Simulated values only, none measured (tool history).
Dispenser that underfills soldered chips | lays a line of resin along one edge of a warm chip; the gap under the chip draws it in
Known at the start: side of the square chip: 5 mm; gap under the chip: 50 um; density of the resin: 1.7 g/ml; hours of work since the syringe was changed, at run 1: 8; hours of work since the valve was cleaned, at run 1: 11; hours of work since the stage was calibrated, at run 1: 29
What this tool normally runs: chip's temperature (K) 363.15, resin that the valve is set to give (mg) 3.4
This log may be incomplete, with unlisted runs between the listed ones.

run	day	chip's temperature (K)	resin that the valve is set to give (mg)	hours of work since the syringe was changed	hours of work since the valve was cleaned	hours of work since the stage was calibrated	time until the resin shows at the far edge (s)	resin that the valve gave (mg)
1	0	363.15	3.4	8	11	29	14.9	3.372
# day 0.117: new syringe of resin
2	0.279	363.15	3.4	3	16	34	13.5	3.387
3	0.433	363.15	3.4	6	19	37	14.6	3.374
# day 0.729: new syringe of resin
4	0.767	375.15	3.4	1	24	42	7.7	3.378
5	0.933	375.15	3.4	4	27	45	8.3	3.376
6	1.179	375.15	3.4	8	32	50	9.4	3.359
# day 1.333: new syringe of resin
7	1.462	363.15	3.4	2	36	54	11.6	3.346
8	1.629	363.15	3.4	5	39	57	13.3	3.344
# day 1.938: new syringe of resin
9	1.946	363.15	3.4	0	45	63	10.9	3.333
10	2.246	363.15	3.4	5	50	68	13.6	3.336
11	2.488	363.15	3.4	10	54	72	15.5	3.332
# day 2.55: new syringe of resin
12	2.783	363.15	3.4	4	59	77	13	3.333
13	3.071	363.15	4.15	9	65	82	14.7	4.046
# day 3.15: new syringe of resin
14	3.3	363.15	4.15	3	68	86	12	4.046
15	3.6	363.15	3.21	8	74	92	14.4	3.108
# day 3.75: new syringe of resin
16	3.929	363.15	3.21	3	79	97	13.4	3.103
# day 4.204: dispensing valve cleaned and set on the balance
17	4.204	358.15	3.13	7	0	101	18	3.111
# day 4.4: new syringe of resin
18	4.5	356.15	4.39	2	5	106	15.6	4.368
19	4.812	348.15	3.01	7	11	112	26.5	2.998
# day 5.008: new syringe of resin
20	5.171	369.15	3.05	3	17	118	9.9	3.027
21	5.417	369.15	3.05	7	21	123	12.2	3.02
# day 5.6: new syringe of resin
22	5.7	367.15	3.4	2	26	127	10.5	3.365
23	5.892	367.15	3.4	5	29	131	11.4	3.372
24	6.15	365.15	3.4	10	34	135	15.1	3.351
# day 6.204: new syringe of resin
25	6.417	365.15	3.4	4	38	140	12.3	3.337
26	6.662	365.15	3.4	8	43	144	13.2	3.344
# day 6.812: new syringe of resin
27	6.967	367.15	3.23	3	48	150	11	3.158
28	7.183	360.15	3.69	7	52	153	15.5	3.601
29	7.375	368.15	4.35	10	55	157	12.1	4.251
# day 7.408: new syringe of resin
30	7.696	356.15	3.95	5	61	162	16.9	3.848

Each row is a separate what-if for the run after 30, all from the same tool condition, not one after another. Results?
A	7.896	352.15	4.37	9	64	166	?	?
B	7.896	365.15	3.65	9	64	166	?	?
C	7.896	375.15	3.4	9	64	166	?	?
D	7.896	378.15	3.4	9	64	166	?	?
E	7.896	348.15	4.05	9	64	166	?	?

run	time until the resin shows at the far edge (s)	resin that the valve gave (mg)
A	22.4	4.225
B	13.9	3.535
C	9.6	3.301
D	8.4	3.294
E	26.5	3.933
The same runs, with their run-to-run variation unchanged, on a tool lacking any hidden condition would have given:
run	time until the resin shows at the far edge (s)	resin that the valve gave (mg)
A	16.5	4.349
B	10.2	3.638
C	7	3.397
D	6.1	3.391
E	19.4	4.048
